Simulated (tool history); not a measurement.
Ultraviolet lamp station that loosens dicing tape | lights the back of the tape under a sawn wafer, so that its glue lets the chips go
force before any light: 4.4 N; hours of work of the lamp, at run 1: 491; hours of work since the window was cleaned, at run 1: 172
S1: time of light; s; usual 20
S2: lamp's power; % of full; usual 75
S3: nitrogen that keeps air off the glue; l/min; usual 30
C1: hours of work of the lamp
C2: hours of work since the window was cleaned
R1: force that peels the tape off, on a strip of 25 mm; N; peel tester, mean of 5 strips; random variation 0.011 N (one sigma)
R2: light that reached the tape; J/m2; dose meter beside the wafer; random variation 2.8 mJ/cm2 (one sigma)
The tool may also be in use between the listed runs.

| run | hour | S1 | S2 | S3 | C1 | C2 | R1 | R2 |
|---|---|---|---|---|---|---|---|---|
| 1 | 0.0 | 20 | 75 | 30 | 491 | 172 | 0.649 | 3160 |
| 2 | 11.0 | 20 | 75 | 30 | 499 | 181 | 0.656 | 3130 |
| 3 | 27.6 | 20 | 67 | 30 | 512 | 193 | 0.797 | 2770 |
| 4 | 34.8 | 20 | 67 | 30 | 517 | 199 | 0.778 | 2770 |
| 5 | 46.3 | 20 | 67 | 30 | 526 | 207 | 0.839 | 2770 |
| 6 | 55.7 | 20 | 67 | 30 | 533 | 214 | 0.768 | 2750 |
| 7 | 70.8 | 20 | 67 | 30 | 544 | 226 | 0.812 | 2740 |
|  | 72.3 | window cleaned of glue's vapour |
| 8 | 82.1 | 14 | 75 | 30 | 552 | 7 | 1.123 | 2080 |
| 9 | 90.0 | 14 | 67 | 30 | 558 | 13 | 1.319 | 1850 |
| 10 | 104.2 | 40 | 82 | 45 | 569 | 24 | 0.252 | 6530 |

Hidden state at the last listed run before each entry between runs and at the first one after, where it differs:
Between runs 7 and 8: window cleaned of glue's vapour (hour 72.3)
  lamp's light, % of a new lamp's: 83.4 -> 83.2; light that the window lets through, % of a clean one's: 93.2 -> 91.4
  measured less the result without the state, R1: +0.250 -> +0.341 N; R2: -790 -> -660 J/m2

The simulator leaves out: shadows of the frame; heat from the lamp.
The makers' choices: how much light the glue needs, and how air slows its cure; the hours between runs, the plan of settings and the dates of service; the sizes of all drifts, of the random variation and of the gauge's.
